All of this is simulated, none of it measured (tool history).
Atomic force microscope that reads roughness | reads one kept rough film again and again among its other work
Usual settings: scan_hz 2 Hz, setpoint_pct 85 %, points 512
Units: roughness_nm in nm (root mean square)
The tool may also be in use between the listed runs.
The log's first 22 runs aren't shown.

run,hour,scan_hz,setpoint_pct,points,pictures with this tip,hours of work since the height scale was calibrated,roughness_nm
# hour 1365.8: new tip fitted
23,1417.4,1.06,56,693,94,807,3.465
# hour 1435.5: new tip fitted
24,1475.3,3.84,56,450,72,837,3.306
# hour 1507: new tip fitted
25,1522.8,0.55,74,423,29,862,3.509
26,1570.2,2.24,85,361,115,887,2.826
# hour 1574.9: new tip fitted
27,1633.1,2,84,512,106,920,2.945
# hour 1645.5: new tip fitted
28,1675,2,57,441,53,942,3.476
# hour 1713: new tip fitted
29,1719.2,2,68,632,12,965,3.41
30,1761.6,1.99,55,852,89,988,3.422
# hour 1779.6: new tip fitted
31,1818.5,1.84,73,512,70,1018,3.248
# hour 1846.9: new tip fitted
32,1900.7,3.77,79,283,98,1061,2.743
# hour 1915.7: new tip fitted
33,1966.1,1.72,59,283,92,1095,3.38
# hour 1985.5: new tip fitted
34,2041.2,2,73,512,101,1135,3.152

Forecast each of these 3 alternatives for the next run:
# hour 2053.5: new tip fitted
A,2089.3,2,85,337,65,1160,?
# hour 2053.5: new tip fitted
B,2089.3,0.6,85,512,65,1160,?
# hour 2053.5: new tip fitted
C,2089.3,2,65,477,65,1160,?

run,roughness_nm
A,2.974
B,3.389
C,3.349
Without the tool's hidden state the same runs would have given:
run,roughness_nm
A,3.11
B,3.544
C,3.503

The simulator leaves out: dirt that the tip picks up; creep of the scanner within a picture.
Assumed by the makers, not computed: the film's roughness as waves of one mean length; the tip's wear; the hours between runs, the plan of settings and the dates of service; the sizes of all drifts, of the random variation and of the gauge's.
